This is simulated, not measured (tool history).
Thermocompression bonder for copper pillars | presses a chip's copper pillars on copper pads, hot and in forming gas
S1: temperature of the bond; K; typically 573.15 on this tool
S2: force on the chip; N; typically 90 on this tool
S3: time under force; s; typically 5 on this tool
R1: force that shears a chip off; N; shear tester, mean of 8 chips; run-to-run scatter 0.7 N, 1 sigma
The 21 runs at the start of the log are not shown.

run   hour      S1  S2  S3    R1
 22  347.7  549.15  90   5  39.7
 23    361  571.15  99   3  46.7
 24  372.1  575.15  93   5  59.7
 25  384.8  575.15  90   8  66.4
     397.7  -- force cell calibrated, once more
 26  402.9  575.15  90   8  64.6
 27  419.5  575.15  90   8  63.7
 28  436.9  561.15  90   3  38.1
 29  450.3  561.15  90  11  60.3

Run 30, settings as shown, results not yet in. Your forecast:
 30  459.8  586.15  89   3   ?

R1: 52.4 N
Take away the tool's hidden state, keep the run-to-run variation as it was, and the same run would have given R1 48.4 N.
